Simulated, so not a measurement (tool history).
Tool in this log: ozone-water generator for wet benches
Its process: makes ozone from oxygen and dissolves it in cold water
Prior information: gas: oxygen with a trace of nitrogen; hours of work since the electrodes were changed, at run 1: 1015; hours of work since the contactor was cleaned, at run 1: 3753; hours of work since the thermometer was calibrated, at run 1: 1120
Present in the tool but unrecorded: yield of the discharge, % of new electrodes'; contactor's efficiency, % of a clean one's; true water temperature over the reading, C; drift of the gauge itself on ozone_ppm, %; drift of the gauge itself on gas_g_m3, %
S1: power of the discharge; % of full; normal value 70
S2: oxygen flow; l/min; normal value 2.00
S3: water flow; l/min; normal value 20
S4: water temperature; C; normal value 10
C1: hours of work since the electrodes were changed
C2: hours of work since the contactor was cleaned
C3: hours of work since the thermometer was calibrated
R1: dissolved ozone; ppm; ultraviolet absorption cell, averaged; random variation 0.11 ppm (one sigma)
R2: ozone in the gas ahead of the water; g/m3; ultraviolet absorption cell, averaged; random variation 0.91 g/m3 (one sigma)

{"run": 1, "hour": 0.0, "S1": 70, "S2": 2.0, "S3": 20, "S4": 10, "C1": 1015, "C2": 3753, "C3": 1120, "R1": 7.8, "R2": 148.0}
{"run": 2, "hour": 105.6, "S1": 70, "S2": 2.0, "S3": 30, "S4": 10, "C1": 1083, "C2": 3821, "C3": 1188, "R1": 4.9, "R2": 148.2}
{"run": 3, "hour": 212.4, "S1": 70, "S2": 2.0, "S3": 30, "S4": 10, "C1": 1151, "C2": 3889, "C3": 1256, "R1": 4.7, "R2": 146.1}
{"run": 4, "hour": 303.9, "S1": 70, "S2": 2.0, "S3": 30, "S4": 10, "C1": 1210, "C2": 3948, "C3": 1315, "R1": 4.7, "R2": 146.1}
{"run": 5, "hour": 423.6, "S1": 70, "S2": 2.0, "S3": 30, "S4": 10, "C1": 1286, "C2": 4024, "C3": 1392, "R1": 4.7, "R2": 145.5}
{"run": 6, "hour": 521.0, "S1": 70, "S2": 2.0, "S3": 20, "S4": 10, "C1": 1349, "C2": 4086, "C3": 1454, "R1": 7.7, "R2": 145.5}
{"run": 7, "hour": 572.4, "S1": 70, "S2": 2.0, "S3": 20, "S4": 7, "C1": 1382, "C2": 4119, "C3": 1487, "R1": 7.7, "R2": 146.6}
{"run": 8, "hour": 678.5, "S1": 70, "S2": 2.0, "S3": 20, "S4": 7, "C1": 1450, "C2": 4187, "C3": 1555, "R1": 7.6, "R2": 145.8}
{"hour": 775.8, "done": "contactor cleaned"}
{"run": 9, "hour": 793.9, "S1": 70, "S2": 2.0, "S3": 20, "S4": 7, "C1": 1521, "C2": 12, "C3": 1626, "R1": 8.2, "R2": 145.8}
{"run": 10, "hour": 869.4, "S1": 70, "S2": 2.0, "S3": 20, "S4": 7, "C1": 1569, "C2": 60, "C3": 1675, "R1": 8.6, "R2": 145.4}
{"run": 11, "hour": 965.6, "S1": 70, "S2": 2.0, "S3": 20, "S4": 10, "C1": 1631, "C2": 121, "C3": 1736, "R1": 8.2, "R2": 144.9}
{"run": 12, "hour": 1024.2, "S1": 70, "S2": 2.0, "S3": 20, "S4": 10, "C1": 1668, "C2": 159, "C3": 1774, "R1": 8.2, "R2": 145.2}
{"run": 13, "hour": 1086.1, "S1": 70, "S2": 2.0, "S3": 20, "S4": 10, "C1": 1708, "C2": 199, "C3": 1813, "R1": 8.0, "R2": 144.1}
{"run": 14, "hour": 1179.1, "S1": 70, "S2": 2.0, "S3": 20, "S4": 10, "C1": 1768, "C2": 258, "C3": 1873, "R1": 7.9, "R2": 144.1}
{"run": 15, "hour": 1236.4, "S1": 70, "S2": 2.0, "S3": 20, "S4": 10, "C1": 1804, "C2": 295, "C3": 1909, "R1": 8.0, "R2": 143.2}
{"run": 16, "hour": 1346.5, "S1": 70, "S2": 2.0, "S3": 20, "S4": 10, "C1": 1875, "C2": 365, "C3": 1980, "R1": 8.2, "R2": 144.2}
{"run": 17, "hour": 1413.6, "S1": 70, "S2": 2.0, "S3": 20, "S4": 10, "C1": 1918, "C2": 408, "C3": 2023, "R1": 8.1, "R2": 144.0}
{"hour": 1420.5, "done": "water thermometer calibrated"}
{"run": 18, "hour": 1471.7, "S1": 70, "S2": 2.03, "S3": 13, "S4": 10, "C1": 1955, "C2": 445, "C3": 33, "R1": 12.8, "R2": 142.4}
{"run": 19, "hour": 1570.6, "S1": 50, "S2": 2.97, "S3": 17, "S4": 16, "C1": 2018, "C2": 509, "C3": 96, "R1": 7.5, "R2": 90.7}
{"run": 20, "hour": 1678.3, "S1": 70, "S2": 1.85, "S3": 17, "S4": 10, "C1": 2087, "C2": 577, "C3": 165, "R1": 9.4, "R2": 151.5}
{"run": 21, "hour": 1746.2, "S1": 67, "S2": 1.7, "S3": 13, "S4": 6, "C1": 2130, "C2": 621, "C3": 209, "R1": 12.5, "R2": 155.0}
{"run": 22, "hour": 1810.1, "S1": 70, "S2": 1.61, "S3": 20, "S4": 10, "C1": 2171, "C2": 662, "C3": 249, "R1": 7.6, "R2": 165.3}
{"run": 23, "hour": 1915.0, "S1": 70, "S2": 2.0, "S3": 20, "S4": 8, "C1": 2238, "C2": 729, "C3": 317, "R1": 7.9, "R2": 142.7}
{"hour": 1973.8, "done": "water thermometer calibrated, once more"}
{"run": 24, "hour": 2026.8, "S1": 86, "S2": 2.71, "S3": 17, "S4": 6, "C1": 2310, "C2": 800, "C3": 34, "R1": 11.4, "R2": 132.9}
{"run": 25, "hour": 2116.4, "S1": 86, "S2": 2.71, "S3": 17, "S4": 6, "C1": 2367, "C2": 858, "C3": 91, "R1": 11.5, "R2": 132.1}
{"run": 26, "hour": 2190.2, "S1": 86, "S2": 2.71, "S3": 17, "S4": 6, "C1": 2414, "C2": 905, "C3": 139, "R1": 11.4, "R2": 132.3}
{"run": 27, "hour": 2251.2, "S1": 86, "S2": 1.13, "S3": 12, "S4": 6, "C1": 2453, "C2": 944, "C3": 178, "R1": 14.4, "R2": 236.5}
{"run": 28, "hour": 2320.9, "S1": 55, "S2": 2.33, "S3": 20, "S4": 16, "C1": 2498, "C2": 989, "C3": 222, "R1": 6.6, "R2": 111.3}
{"run": 29, "hour": 2425.2, "S1": 58, "S2": 2.0, "S3": 17, "S4": 7, "C1": 2565, "C2": 1055, "C3": 289, "R1": 8.5, "R2": 126.1}
{"run": 30, "hour": 2498.2, "S1": 44, "S2": 2.0, "S3": 17, "S4": 11, "C1": 2611, "C2": 1102, "C3": 336, "R1": 6.9, "R2": 106.0}
{"run": 31, "hour": 2611.4, "S1": 44, "S2": 2.0, "S3": 17, "S4": 11, "C1": 2684, "C2": 1175, "C3": 408, "R1": 6.9, "R2": 106.9}
{"run": 32, "hour": 2696.8, "S1": 70, "S2": 2.08, "S3": 20, "S4": 10, "C1": 2739, "C2": 1229, "C3": 463, "R1": 7.8, "R2": 137.5}
{"run": 33, "hour": 2792.7, "S1": 70, "S2": 2.08, "S3": 20, "S4": 10, "C1": 2800, "C2": 1291, "C3": 524, "R1": 7.8, "R2": 136.4}
{"run": 34, "hour": 2858.8, "S1": 70, "S2": 2.08, "S3": 23, "S4": 9, "C1": 2842, "C2": 1333, "C3": 567, "R1": 6.7, "R2": 136.9}

How the hidden state differs across the entries between the runs, from the last listed run before each to the first after it:
In the gap between runs 8 and 9: contactor cleaned (hour 775.8)
  yield of the discharge, % of new electrodes': 96.3 -> 96.1; contactor's efficiency, % of a clean one's: 87.6 -> 99.3; true water temperature over the reading, C: 0.19 -> 0.2
  measured value less the no-hidden-state value, R1: -0.9 -> -0.4 ppm; R2: -5.7 -> -5.9 g/m3
In the gap between runs 17 and 18: water thermometer calibrated (hour 1420.5)
  yield of the discharge, % of new electrodes': 95.1 -> 95; contactor's efficiency, % of a clean one's: 98.2 -> 98.1; true water temperature over the reading, C: 0.26 -> 0.38
  measured value less the no-hidden-state value, R1: -0.5 -> -0.8 ppm; R2: -7.4 -> -7.5 g/m3
In the gap between runs 23 and 24: water thermometer calibrated, once more (hour 1973.8)
  yield of the discharge, % of new electrodes': 94.2 -> 94; contactor's efficiency, % of a clean one's: 97.3 -> 97.1; true water temperature over the reading, C: 0.42 -> 0.05
  measured value less the no-hidden-state value, R1: -0.7 -> -1.1 ppm; R2: -8.7 -> -9.4 g/m3

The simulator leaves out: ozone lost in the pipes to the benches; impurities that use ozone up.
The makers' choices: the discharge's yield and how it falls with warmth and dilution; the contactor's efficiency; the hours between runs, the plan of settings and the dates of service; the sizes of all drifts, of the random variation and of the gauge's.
